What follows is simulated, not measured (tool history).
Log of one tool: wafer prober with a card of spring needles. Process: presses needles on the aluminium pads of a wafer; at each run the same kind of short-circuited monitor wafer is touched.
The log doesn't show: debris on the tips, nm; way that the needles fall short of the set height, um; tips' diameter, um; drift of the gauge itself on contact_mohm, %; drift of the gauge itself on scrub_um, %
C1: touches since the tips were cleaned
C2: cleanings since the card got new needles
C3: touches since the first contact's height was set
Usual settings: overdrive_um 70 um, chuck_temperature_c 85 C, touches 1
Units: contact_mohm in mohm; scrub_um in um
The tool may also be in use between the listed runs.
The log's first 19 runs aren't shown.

run 20 hour=545.5 | overdrive_um=63 chuck_temperature_c=108 touches=1 | C1=4441 C2=56 C3=99879 | contact_mohm=449 scrub_um=12.99
-- hour=551.8 tips cleaned on abrasive film
-- hour=578.5 tips cleaned on abrasive film
run 21 hour=582.0 | overdrive_um=63 chuck_temperature_c=27 touches=1 | C1=714 C2=58 C3=107259 | contact_mohm=279 scrub_um=12.93
-- hour=606.1 tips cleaned on abrasive film
run 22 hour=623.6 | overdrive_um=70 chuck_temperature_c=85 touches=2 | C1=3559 C2=59 C3=115707 | contact_mohm=317 scrub_um=14.35
-- hour=634.9 tips cleaned on abrasive film
run 23 hour=644.5 | overdrive_um=70 chuck_temperature_c=41 touches=2 | C1=1947 C2=60 C3=119933 | contact_mohm=274 scrub_um=14.34
-- hour=662.3 tips cleaned on abrasive film
run 24 hour=685.8 | overdrive_um=53 chuck_temperature_c=84 touches=3 | C1=4776 C2=61 C3=128318 | contact_mohm=341 scrub_um=10.79
-- hour=689.0 tips cleaned on abrasive film
-- hour=714.9 tips cleaned on abrasive film
run 25 hour=714.9 | overdrive_um=53 chuck_temperature_c=84 touches=3 | C1=0 C2=63 C3=134199 | contact_mohm=226 scrub_um=10.72
run 26 hour=739.9 | overdrive_um=53 chuck_temperature_c=84 touches=3 | C1=5082 C2=63 C3=139281 | contact_mohm=343 scrub_um=10.81
-- hour=743.0 tips cleaned on abrasive film
-- hour=770.5 tips cleaned on abrasive film
run 27 hour=778.3 | overdrive_um=64 chuck_temperature_c=55 touches=3 | C1=1579 C2=65 C3=147045 | contact_mohm=249 scrub_um=13.04
-- hour=799.1 tips cleaned on abrasive film
run 28 hour=819.1 | overdrive_um=90 chuck_temperature_c=31 touches=2 | C1=4076 C2=66 C3=155332 | contact_mohm=258 scrub_um=18.45
-- hour=825.2 tips cleaned on abrasive film
run 29 hour=843.9 | overdrive_um=90 chuck_temperature_c=31 touches=2 | C1=3797 C2=67 C3=160354 | contact_mohm=264 scrub_um=18.44
-- hour=854.1 tips cleaned on abrasive film
run 30 hour=878.7 | overdrive_um=72 chuck_temperature_c=78 touches=1 | C1=5016 C2=68 C3=167426 | contact_mohm=409 scrub_um=14.65
-- hour=880.6 tips cleaned on abrasive film
-- hour=906.3 tips cleaned on abrasive film
run 31 hour=919.9 | overdrive_um=69 chuck_temperature_c=40 touches=2 | C1=2775 C2=70 C3=175768 | contact_mohm=297 scrub_um=14.08
-- hour=934.2 tips cleaned on abrasive film
-- hour=960.7 tips cleaned on abrasive film
run 32 hour=960.7 | overdrive_um=69 chuck_temperature_c=40 touches=2 | C1=0 C2=72 C3=184020 | contact_mohm=196 scrub_um=13.98

Forecast each of these 4 alternatives for the next run:
-- hour=988.4 tips cleaned on abrasive film
run A hour=997.7 | overdrive_um=74 chuck_temperature_c=101 touches=2 | C1=1896 C2=73 C3=191531 | contact_mohm=? scrub_um=?
-- hour=988.4 tips cleaned on abrasive film
run B hour=997.7 | overdrive_um=69 chuck_temperature_c=57 touches=1 | C1=1896 C2=73 C3=191531 | contact_mohm=? scrub_um=?
-- hour=988.4 tips cleaned on abrasive film
run C hour=997.7 | overdrive_um=73 chuck_temperature_c=48 touches=2 | C1=1896 C2=73 C3=191531 | contact_mohm=? scrub_um=?
-- hour=988.4 tips cleaned on abrasive film
run D hour=997.7 | overdrive_um=60 chuck_temperature_c=85 touches=1 | C1=1896 C2=73 C3=191531 | contact_mohm=? scrub_um=?

run=A contact_mohm=268 scrub_um=15.00
run=B contact_mohm=327 scrub_um=14.03
run=C contact_mohm=263 scrub_um=14.83
run=D contact_mohm=377 scrub_um=12.12
Without the tool's hidden state the same runs would have given:
run=A contact_mohm=198 scrub_um=15.41
run=B contact_mohm=189 scrub_um=14.43
run=C contact_mohm=186 scrub_um=15.23
run=D contact_mohm=202 scrub_um=12.53

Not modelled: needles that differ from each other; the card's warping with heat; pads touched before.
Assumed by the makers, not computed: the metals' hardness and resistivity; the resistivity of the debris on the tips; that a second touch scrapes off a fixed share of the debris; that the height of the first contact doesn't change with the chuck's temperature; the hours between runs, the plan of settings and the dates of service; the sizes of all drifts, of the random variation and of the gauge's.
